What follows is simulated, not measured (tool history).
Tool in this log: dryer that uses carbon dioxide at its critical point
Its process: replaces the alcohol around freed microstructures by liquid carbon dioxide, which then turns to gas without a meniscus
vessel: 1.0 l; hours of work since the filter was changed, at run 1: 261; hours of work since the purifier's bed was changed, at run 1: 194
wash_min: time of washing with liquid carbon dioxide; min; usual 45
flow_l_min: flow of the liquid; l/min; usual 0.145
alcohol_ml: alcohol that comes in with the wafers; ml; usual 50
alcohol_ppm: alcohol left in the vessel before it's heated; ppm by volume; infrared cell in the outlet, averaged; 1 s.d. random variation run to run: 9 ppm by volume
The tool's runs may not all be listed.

| run | hour | wash_min | flow_l_min | alcohol_ml | hours of work since the filter was changed | hours of work since the purifier's bed was changed | alcohol_ppm |
|---|---|---|---|---|---|---|---|
| 1 | 0 | 45 | 0.145 | 50 | 261 | 194 | 685 |
| 2 | 11.3 | 45 | 0.145 | 50 | 267 | 200 | 676 |
| 3 | 20.6 | 45 | 0.145 | 50 | 271 | 205 | 705 |
| 4 | 28.2 | 45 | 0.145 | 50 | 275 | 208 | 695 |
| 5 | 40.9 | 45 | 0.128 | 50 | 281 | 215 | 1171 |
| 6 | 54 | 45 | 0.128 | 50 | 288 | 221 | 1151 |
| 7 | 60.4 | 45 | 0.145 | 50 | 291 | 224 | 691 |
| 8 | 74.8 | 50 | 0.145 | 50 | 298 | 231 | 458 |
| 9 | 87.4 | 28 | 0.145 | 50 | 304 | 237 | 3425 |
| 10 | 100.4 | 28 | 0.145 | 50 | 310 | 244 | 3306 |
| 11 | 111.7 | 45 | 0.145 | 50 | 316 | 249 | 732 |
| 12 | 125 | 45 | 0.145 | 50 | 323 | 256 | 731 |
| 13 | 138.2 | 45 | 0.145 | 92 | 329 | 262 | 1290 |
| 14 | 144.4 | 45 | 0.145 | 92 | 332 | 265 | 1302 |
| 15 | 152.8 | 45 | 0.145 | 92 | 336 | 269 | 1295 |
| 16 | 162.7 | 45 | 0.145 | 92 | 341 | 274 | 1334 |
| 17 | 172.1 | 45 | 0.145 | 92 | 346 | 279 | 1343 |
| 18 | 181.2 | 45 | 0.127 | 50 | 350 | 283 | 1282 |
| 19 | 195.1 | 32 | 0.145 | 50 | 357 | 290 | 2427 |
| 20 | 205.1 | 32 | 0.145 | 50 | 362 | 295 | 2460 |
| 21 | 211.6 | 32 | 0.145 | 50 | 365 | 298 | 2457 |
| 22 | 223.4 | 32 | 0.145 | 50 | 371 | 304 | 2444 |
| 23 | 229.8 | 32 | 0.145 | 50 | 374 | 307 | 2487 |
| 24 | 240.9 | 45 | 0.145 | 50 | 379 | 313 | 769 |
| 25 | 249.4 | 45 | 0.145 | 50 | 384 | 317 | 782 |
| 26 | 259.9 | 45 | 0.145 | 50 | 389 | 322 | 771 |
| 27 | 272.1 | 28 | 0.148 | 38 | 395 | 328 | 2630 |
| 28 | 286.6 | 46 | 0.161 | 55 | 402 | 335 | 499 |
| 29 | 295.7 | 55 | 0.106 | 102 | 406 | 340 | 2567 |
| 30 | 309.1 | 32 | 0.145 | 74 | 413 | 346 | 3855 |
| 31 | 316.7 | 32 | 0.132 | 74 | 417 | 350 | 4887 |
| 32 | 329.9 | 32 | 0.132 | 74 | 423 | 356 | 5119 |
| 33 | 336.9 | 28 | 0.091 | 105 | 427 | 360 | 21875 |
| 34 | 351.4 | 36 | 0.192 | 27 | 434 | 367 | 363 |
| 35 | 358.9 | 37 | 0.145 | 50 | 437 | 371 | 1683 |
| 36 | 365.7 | 66 | 0.206 | 78 | 441 | 374 | 82 |
| 37 | 372.2 | 38 | 0.206 | 78 | 444 | 377 | 528 |
| 38 | 383 | 45 | 0.145 | 115 | 449 | 382 | 1780 |
| 39 | 396.5 | 45 | 0.117 | 115 | 456 | 389 | 4251 |
| 40 | 403.1 | 45 | 0.101 | 73 | 459 | 392 | 4357 |
| 41 | 413.4 | 64 | 0.145 | 105 | 464 | 397 | 356 |
| 42 | 421.5 | 68 | 0.173 | 51 | 468 | 401 | 110 |
| 43 | 430.8 | 28 | 0.233 | 27 | 473 | 406 | 432 |
| 44 | 442.3 | 49 | 0.134 | 38 | 478 | 412 | 677 |
| 45 | 451.2 | 44 | 0.137 | 25 | 483 | 416 | 621 |
| 46 | 463.2 | 68 | 0.172 | 28 | 489 | 422 | 90 |
| 47 | 470.7 | 54 | 0.145 | 112 | 492 | 426 | 869 |

For some of the steps in alcohol_ppm from one run to the next: how much would appear even if the tool had no hidden state, given the settings, what came in and random variation, and how much remains for the hidden state plus any gauge scatter that the measured result and the result without hidden state don't share?
Hidden conditions of the tool in this case: flow that reaches the vessel past the clogged filter, %; alcohol in the recycled carbon dioxide, ppm; drift of the gauge itself on alcohol_ppm, %.
Run 32 -> 33: wash_min 32 -> 28, flow_l_min 0.132 -> 0.091, alcohol_ml 74 -> 105. alcohol_ppm +16756 ppm by volume: hidden state +1976, all else +14780.
Run 33 -> 34: wash_min 28 -> 36, flow_l_min 0.091 -> 0.192, alcohol_ml 105 -> 27. alcohol_ppm -21512 ppm by volume: hidden state -3040, all else -18472.
Run 40 -> 41: wash_min 45 -> 64, flow_l_min 0.101 -> 0.145, alcohol_ml 73 -> 105. alcohol_ppm -4001 ppm by volume: hidden state -974, all else -3027.
